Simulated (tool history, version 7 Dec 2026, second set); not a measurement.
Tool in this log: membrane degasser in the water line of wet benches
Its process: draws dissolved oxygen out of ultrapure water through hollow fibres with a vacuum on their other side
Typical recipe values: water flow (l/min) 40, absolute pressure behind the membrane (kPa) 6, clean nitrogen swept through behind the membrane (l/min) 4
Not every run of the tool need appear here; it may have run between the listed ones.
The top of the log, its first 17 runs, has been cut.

run,day,water flow (l/min),absolute pressure behind the membrane (kPa),clean nitrogen swept through behind the membrane (l/min),dissolved oxygen in the water behind the degasser (ppb),pressure that the water loses in the fibres (kPa)
18,147.758,40,10.49,4,224.7,52.19
19,153.329,40,10.49,4,221.5,52.34
# day 159.788: vacuum gauge calibrated
20,163.658,50,10.17,4,270,65.37
21,170.283,52,13.96,3.68,414.4,68.07
22,181.017,25,7.05,3.68,88.8,32.77
23,190.746,25,7.05,3.68,88.3,33.07
24,202.579,59,6.36,3.68,214.4,77.28
25,210.121,59,6.36,3.68,214.5,77.62
# day 213.679: membrane cartridge changed
26,217.908,40,5.52,4,112.6,52.5
27,224.475,40,4.83,5.02,88.7,53
28,233.446,40,4.32,3.02,92.2,52.93
29,239.304,40,4.32,3.02,92.1,52.76
30,250.2,48,6.48,3.49,177.5,63.15
# day 250.971: gauge calibrated
31,255.65,31,6,4,90.1,39.83
32,265.625,25,6,7.29,48.4,31.8

Each row is a separate what-if for the run after 32, all from the same tool condition, not one after another. Results?
A,276.871,30,4.09,4,?,?
B,276.871,41,11.21,4,?,?
C,276.871,25,7.77,2.97,?,?

run,dissolved oxygen in the water behind the degasser (ppb),pressure that the water loses in the fibres (kPa)
A,51.8,38.52
B,248.5,53.01
C,116.2,32.68
Without the tool's unlogged condition, the same runs would have read:
run,dissolved oxygen in the water behind the degasser (ppb),pressure that the water loses in the fibres (kPa)
A,51.8,38.4
B,248.5,52.85
C,116.2,32.58

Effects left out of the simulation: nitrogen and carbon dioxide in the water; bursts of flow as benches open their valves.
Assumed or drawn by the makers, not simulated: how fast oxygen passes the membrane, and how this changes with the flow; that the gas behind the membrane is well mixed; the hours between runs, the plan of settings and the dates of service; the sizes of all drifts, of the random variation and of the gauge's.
